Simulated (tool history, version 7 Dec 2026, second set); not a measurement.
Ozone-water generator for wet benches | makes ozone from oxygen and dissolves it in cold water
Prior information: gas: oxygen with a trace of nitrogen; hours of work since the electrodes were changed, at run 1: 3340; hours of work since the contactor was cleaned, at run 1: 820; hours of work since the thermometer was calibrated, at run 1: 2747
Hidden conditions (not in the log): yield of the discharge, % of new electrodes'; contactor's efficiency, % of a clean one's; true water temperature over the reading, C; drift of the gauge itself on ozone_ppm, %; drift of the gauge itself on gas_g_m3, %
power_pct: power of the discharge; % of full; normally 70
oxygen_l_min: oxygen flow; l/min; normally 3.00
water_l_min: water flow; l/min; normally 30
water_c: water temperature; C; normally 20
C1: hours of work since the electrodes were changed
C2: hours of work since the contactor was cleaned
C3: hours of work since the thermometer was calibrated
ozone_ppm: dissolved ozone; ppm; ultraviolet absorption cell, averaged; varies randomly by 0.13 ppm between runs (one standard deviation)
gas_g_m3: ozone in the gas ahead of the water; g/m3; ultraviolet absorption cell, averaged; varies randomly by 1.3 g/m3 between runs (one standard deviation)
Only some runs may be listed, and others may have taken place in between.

Run 1, hour 0.0: usual settings; C1 3340; C2 820; C3 2747. Result: ozone_ppm 13.1 ppm, gas_g_m3 218.1 g/m3.
Run 2, hour 79.1: usual settings; C1 3416; C2 896; C3 2823. Result: ozone_ppm 12.7 ppm, gas_g_m3 223.0 g/m3.
Run 3, hour 158.6: usual settings but water_c 22 C; C1 3493; C2 972; C3 2899. Result: ozone_ppm 12.4 ppm, gas_g_m3 218.8 g/m3.
Run 4, hour 239.6: usual settings; C1 3570; C2 1050; C3 2977. Result: ozone_ppm 12.6 ppm, gas_g_m3 220.4 g/m3.
Run 5, hour 327.7: usual settings; C1 3655; C2 1134; C3 3061. Result: ozone_ppm 12.5 ppm, gas_g_m3 218.4 g/m3.
Run 6, hour 408.0: usual settings; C1 3732; C2 1211; C3 3139. Result: ozone_ppm 12.6 ppm, gas_g_m3 218.8 g/m3.
Run 7, hour 499.9: usual settings; C1 3820; C2 1300; C3 3227. Result: ozone_ppm 12.5 ppm, gas_g_m3 217.8 g/m3.
Run 8, hour 554.5: usual settings; C1 3873; C2 1352; C3 3279. Result: ozone_ppm 12.7 ppm, gas_g_m3 217.8 g/m3.
Run 9, hour 612.3: usual settings; C1 3928; C2 1408; C3 3335. Result: ozone_ppm 12.6 ppm, gas_g_m3 216.9 g/m3.
Run 10, hour 738.7: usual settings; C1 4050; C2 1529; C3 3456. Result: ozone_ppm 12.6 ppm, gas_g_m3 215.2 g/m3.
Run 11, hour 821.2: usual settings; C1 4129; C2 1608; C3 3535. Result: ozone_ppm 12.5 ppm, gas_g_m3 215.3 g/m3.
Run 12, hour 874.8: usual settings; C1 4180; C2 1660; C3 3587. Result: ozone_ppm 12.4 ppm, gas_g_m3 214.6 g/m3.
Run 13, hour 966.6: usual settings; C1 4268; C2 1748; C3 3675. Result: ozone_ppm 12.2 ppm, gas_g_m3 217.3 g/m3.
Run 14, hour 1094.8: usual settings; C1 4392; C2 1871; C3 3798. Result: ozone_ppm 12.4 ppm, gas_g_m3 214.6 g/m3.
Run 15, hour 1226.3: usual settings; C1 4518; C2 1997; C3 3924. Result: ozone_ppm 12.2 ppm, gas_g_m3 213.0 g/m3.
Run 16, hour 1306.5: usual settings; C1 4595; C2 2074; C3 4001. Result: ozone_ppm 12.1 ppm, gas_g_m3 211.6 g/m3.
Run 17, hour 1377.4: usual settings; C1 4663; C2 2142; C3 4069. Result: ozone_ppm 12.3 ppm, gas_g_m3 212.5 g/m3.
Run 18, hour 1464.0: usual settings but power_pct 72 % of full, oxygen_l_min 1.74 l/min, water_l_min 47 l/min, water_c 16 C; C1 4746; C2 2225; C3 4152. Result: ozone_ppm 7.1 ppm, gas_g_m3 304.6 g/m3.
Run 19, hour 1567.1: usual settings but power_pct 50 % of full, water_c 13 C; C1 4845; C2 2324; C3 4251. Result: ozone_ppm 10.0 ppm, gas_g_m3 166.3 g/m3.
Run 20, hour 1684.2: usual settings but oxygen_l_min 1.90 l/min, water_l_min 38 l/min, water_c 23 C; C1 4958; C2 2437; C3 4364. Result: ozone_ppm 8.9 ppm, gas_g_m3 282.8 g/m3.
Run 21, hour 1786.7: usual settings but power_pct 81 % of full, oxygen_l_min 1.70 l/min, water_l_min 38 l/min, water_c 23 C; C1 5056; C2 2535; C3 4462. Result: ozone_ppm 9.6 ppm, gas_g_m3 336.1 g/m3.
Run 22, hour 1842.5: usual settings but power_pct 81 % of full, oxygen_l_min 4.39 l/min, water_l_min 33 l/min, water_c 13 C; C1 5110; C2 2589; C3 4516. Result: ozone_ppm 13.5 ppm, gas_g_m3 183.2 g/m3.
At hour 1897.2: water thermometer calibrated.
Run 23, hour 1897.2: usual settings but oxygen_l_min 3.59 l/min, water_l_min 45 l/min; C1 5162; C2 2641; C3 0. Result: ozone_ppm 8.4 ppm, gas_g_m3 186.3 g/m3.
Run 24, hour 1957.7: usual settings but power_pct 79 % of full, oxygen_l_min 3.56 l/min, water_l_min 36 l/min; C1 5220; C2 2699; C3 58. Result: ozone_ppm 11.2 ppm, gas_g_m3 204.3 g/m3.
Run 25, hour 2081.3: usual settings but power_pct 68 % of full, water_l_min 19 l/min, water_c 13 C; C1 5338; C2 2818; C3 177. Result: ozone_ppm 18.3 ppm, gas_g_m3 203.4 g/m3.
Run 26, hour 2174.4: usual settings but power_pct 90 % of full, oxygen_l_min 3.70 l/min, water_l_min 38 l/min, water_c 22 C; C1 5428; C2 2907; C3 266. Result: ozone_ppm 11.6 ppm, gas_g_m3 220.2 g/m3.
Run 27, hour 2275.0: usual settings but power_pct 90 % of full, oxygen_l_min 3.70 l/min, water_l_min 38 l/min, water_c 22 C; C1 5524; C2 3004; C3 363. Result: ozone_ppm 11.5 ppm, gas_g_m3 219.2 g/m3.
Run 28, hour 2374.6: usual settings but water_l_min 21 l/min, water_c 17 C; C1 5620; C2 3099; C3 458. Result: ozone_ppm 16.5 ppm, gas_g_m3 206.7 g/m3.
Run 29, hour 2431.0: usual settings but water_l_min 21 l/min, water_c 17 C; C1 5674; C2 3153; C3 512. Result: ozone_ppm 16.5 ppm, gas_g_m3 207.3 g/m3.
Run 30, hour 2535.3: usual settings but water_l_min 21 l/min, water_c 17 C; C1 5774; C2 3253; C3 613. Result: ozone_ppm 16.6 ppm, gas_g_m3 206.4 g/m3.
Run 31, hour 2642.8: usual settings but oxygen_l_min 1.95 l/min, water_c 27 C; C1 5877; C2 3357; C3 716. Result: ozone_ppm 10.6 ppm, gas_g_m3 270.2 g/m3.
Run 32, hour 2763.7: usual settings but power_pct 88 % of full, oxygen_l_min 1.75 l/min, water_l_min 20 l/min, water_c 14 C; C1 5994; C2 3473; C3 832. Result: ozone_ppm 18.9 ppm, gas_g_m3 338.8 g/m3.

Alternative continuations, all from the tool just after run 32; predict every row:
Run A, hour 2885.9: usual settings but power_pct 88 % of full, oxygen_l_min 1.82 l/min, water_l_min 20 l/min, water_c 14 C; C1 6111; C2 3590; C3 949. Result: ozone_ppm ?, gas_g_m3 ?.
Run B, hour 2885.9: usual settings but oxygen_l_min 4.82 l/min; C1 6111; C2 3590; C3 949. Result: ozone_ppm ?, gas_g_m3 ?.
Run C, hour 2885.9: usual settings but power_pct 91 % of full, oxygen_l_min 2.87 l/min, water_l_min 27 l/min, water_c 14 C; C1 6111; C2 3590; C3 949. Result: ozone_ppm ?, gas_g_m3 ?.
Run D, hour 2885.9: usual settings but power_pct 66 % of full, oxygen_l_min 1.75 l/min, water_l_min 20 l/min, water_c 17 C; C1 6111; C2 3590; C3 949. Result: ozone_ppm ?, gas_g_m3 ?.

run  ozone_ppm  gas_g_m3
  A       19.1     325.4
  B       11.9     150.8
  C       16.0     252.8
  D       15.3     278.0
With the hidden condition removed and each run's random variation left untouched, the same runs would have given:
run  ozone_ppm  gas_g_m3
  A       23.8     394.0
  B       14.5     177.4
  C       20.2     307.4
  D       18.4     324.6
